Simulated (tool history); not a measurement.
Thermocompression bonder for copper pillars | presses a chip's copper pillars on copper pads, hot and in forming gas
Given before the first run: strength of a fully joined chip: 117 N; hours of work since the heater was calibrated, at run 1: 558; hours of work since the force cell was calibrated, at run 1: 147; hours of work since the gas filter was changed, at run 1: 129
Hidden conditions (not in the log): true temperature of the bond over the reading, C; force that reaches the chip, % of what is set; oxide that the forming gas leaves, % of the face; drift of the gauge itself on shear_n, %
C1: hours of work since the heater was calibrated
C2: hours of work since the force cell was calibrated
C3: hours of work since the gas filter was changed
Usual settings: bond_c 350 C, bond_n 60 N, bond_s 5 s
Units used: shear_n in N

run 1 hour=0.0 | bond_c=350 bond_n=60 bond_s=5 | C1=558 C2=147 C3=129 | shear_n=45.7
run 2 hour=21.1 | bond_c=350 bond_n=60 bond_s=5 | C1=571 C2=161 C3=143 | shear_n=45.9
run 3 hour=41.5 | bond_c=350 bond_n=60 bond_s=9 | C1=585 C2=174 C3=156 | shear_n=57.8
run 4 hour=58.1 | bond_c=350 bond_n=60 bond_s=9 | C1=595 C2=185 C3=167 | shear_n=56.7
run 5 hour=76.2 | bond_c=350 bond_n=60 bond_s=7 | C1=607 C2=196 C3=179 | shear_n=53.0
run 6 hour=89.3 | bond_c=377 bond_n=60 bond_s=5 | C1=616 C2=205 C3=187 | shear_n=62.4
run 7 hour=107.5 | bond_c=365 bond_n=60 bond_s=5 | C1=627 C2=217 C3=199 | shear_n=55.6
run 8 hour=124.8 | bond_c=365 bond_n=60 bond_s=5 | C1=638 C2=228 C3=210 | shear_n=54.8
run 9 hour=139.8 | bond_c=357 bond_n=60 bond_s=5 | C1=648 C2=237 C3=220 | shear_n=50.2
-- hour=147.2 forming gas filter changed
run 10 hour=149.4 | bond_c=350 bond_n=53 bond_s=5 | C1=654 C2=243 C3=1 | shear_n=43.4
run 11 hour=162.8 | bond_c=349 bond_n=68 bond_s=4 | C1=663 C2=252 C3=10 | shear_n=45.3
run 12 hour=179.8 | bond_c=349 bond_n=68 bond_s=4 | C1=674 C2=263 C3=21 | shear_n=45.3
run 13 hour=194.8 | bond_c=330 bond_n=69 bond_s=3 | C1=683 C2=273 C3=31 | shear_n=31.0
run 14 hour=210.7 | bond_c=330 bond_n=69 bond_s=3 | C1=694 C2=283 C3=41 | shear_n=31.1
run 15 hour=230.8 | bond_c=330 bond_n=69 bond_s=3 | C1=707 C2=296 C3=54 | shear_n=31.7
run 16 hour=242.9 | bond_c=357 bond_n=60 bond_s=5 | C1=714 C2=304 C3=62 | shear_n=50.9
run 17 hour=264.5 | bond_c=357 bond_n=76 bond_s=8 | C1=728 C2=318 C3=76 | shear_n=67.4
run 18 hour=275.2 | bond_c=369 bond_n=41 bond_s=5 | C1=735 C2=325 C3=83 | shear_n=47.8
run 19 hour=290.2 | bond_c=371 bond_n=47 bond_s=7 | C1=745 C2=334 C3=92 | shear_n=58.7

Predict each of these 5 candidate next runs independently; none follows another, all start after run 19:
run A hour=308.9 | bond_c=346 bond_n=40 bond_s=7 | C1=757 C2=346 C3=104 | shear_n=?
run B hour=308.9 | bond_c=361 bond_n=56 bond_s=3 | C1=757 C2=346 C3=104 | shear_n=?
run C hour=308.9 | bond_c=345 bond_n=82 bond_s=5 | C1=757 C2=346 C3=104 | shear_n=?
run D hour=308.9 | bond_c=359 bond_n=47 bond_s=7 | C1=757 C2=346 C3=104 | shear_n=?
run E hour=308.9 | bond_c=374 bond_n=47 bond_s=13 | C1=757 C2=346 C3=104 | shear_n=?

run=A shear_n=40.0
run=B shear_n=41.7
run=C shear_n=52.1
run=D shear_n=51.1
run=E shear_n=72.3
Without the tool's unlogged condition, the same runs would have read:
run=A shear_n=39.7
run=B shear_n=41.4
run=C shear_n=51.7
run=D shear_n=50.8
run=E shear_n=72.0

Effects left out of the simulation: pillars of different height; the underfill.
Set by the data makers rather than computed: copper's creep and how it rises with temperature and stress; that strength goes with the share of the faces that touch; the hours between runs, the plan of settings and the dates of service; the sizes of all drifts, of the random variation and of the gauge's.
